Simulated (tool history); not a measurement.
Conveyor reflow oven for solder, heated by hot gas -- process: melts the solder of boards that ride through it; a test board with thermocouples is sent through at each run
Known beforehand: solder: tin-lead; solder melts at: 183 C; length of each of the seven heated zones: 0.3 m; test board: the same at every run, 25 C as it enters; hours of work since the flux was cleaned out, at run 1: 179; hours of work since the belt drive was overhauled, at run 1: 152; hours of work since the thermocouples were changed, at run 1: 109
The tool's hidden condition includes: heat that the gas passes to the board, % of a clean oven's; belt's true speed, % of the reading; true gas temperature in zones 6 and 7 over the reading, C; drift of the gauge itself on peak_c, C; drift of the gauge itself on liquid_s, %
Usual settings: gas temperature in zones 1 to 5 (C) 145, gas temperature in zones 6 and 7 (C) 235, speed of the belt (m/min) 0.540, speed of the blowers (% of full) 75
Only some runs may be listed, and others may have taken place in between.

run,hour,gas temperature in zones 1 to 5 (C),gas temperature in zones 6 and 7 (C),speed of the belt (m/min),speed of the blowers (% of full),hours of work since the flux was cleaned out,hours of work since the belt drive was overhauled,hours of work since the thermocouples were changed,highest temperature of the board (C),time above the solder's melting point (s)
1,0.0,145,235,0.540,75,179,152,109,222.57,55.85
2,23.5,145,235,0.540,75,192,165,122,222.53,55.89
# hour 47.3: flux residue cleaned out of gas plates and filters
3,74.5,145,246,0.540,75,15,191,148,232.75,60.63
4,116.6,145,245,0.540,75,39,214,172,231.66,60.30
5,148.4,145,245,0.540,75,57,232,190,231.58,60.04
6,177.6,145,245,0.540,75,73,248,206,231.55,60.18
7,218.1,145,235,0.478,75,96,271,229,225.61,65.47
8,264.1,145,235,0.478,75,121,297,254,225.60,65.20
9,292.8,145,235,0.540,75,138,313,270,222.75,55.94
10,337.4,145,244,0.540,75,163,338,295,230.67,59.90
11,361.2,145,230,0.540,75,176,351,309,218.23,53.43
12,405.7,145,230,0.540,75,201,376,334,218.20,53.52
# hour 413.3: flux residue cleaned out of gas plates and filters
13,437.1,145,235,0.540,75,13,391,348,222.75,55.98
14,475.4,145,235,0.540,75,35,412,370,222.66,56.01
15,519.6,145,235,0.540,75,60,437,395,222.72,55.79
16,541.2,145,235,0.540,68,72,449,407,221.24,55.04
17,583.3,145,235,0.522,68,95,473,430,222.43,57.52
18,621.0,155,230,0.543,78,116,494,452,219.96,57.86
19,641.6,150,237,0.540,75,128,505,463,225.16,58.86
20,666.5,135,245,0.466,65,142,519,477,232.64,67.23
21,703.6,135,245,0.466,65,163,540,498,232.52,67.32
22,740.6,139,235,0.521,75,183,561,518,222.95,56.34
# hour 777.5: flux residue cleaned out of gas plates and filters
23,777.5,139,235,0.521,75,0,579,536,222.85,56.34
24,812.6,137,235,0.540,82,20,598,556,222.81,53.78
25,837.5,137,227,0.484,58,34,612,570,214.27,53.75
26,869.6,135,231,0.557,55,52,630,588,212.29,43.56
27,913.5,151,231,0.634,54,76,655,613,211.00,41.32
28,934.4,157,245,0.605,68,88,667,624,228.97,56.24
29,975.1,137,235,0.540,67,111,689,647,219.95,51.74
30,1010.0,137,235,0.540,67,130,709,667,219.95,51.62

Alternative continuations, all from the tool just after run 30; predict every row:
A,1054.6,155,232,0.494,67,155,734,692,?,?
B,1054.6,145,234,0.626,50,155,734,692,?,?
C,1054.6,146,245,0.565,75,155,734,692,?,?
D,1054.6,145,235,0.441,75,155,734,692,?,?

run,highest temperature of the board (C),time above the solder's melting point (s)
A,222.15,65.08
B,211.13,39.80
C,230.49,57.10
D,227.35,72.18
With no hidden state in the tool, these same runs would have given:
run,highest temperature of the board (C),time above the solder's melting point (s)
A,222.14,65.05
B,211.12,39.79
C,230.50,57.08
D,227.34,72.14
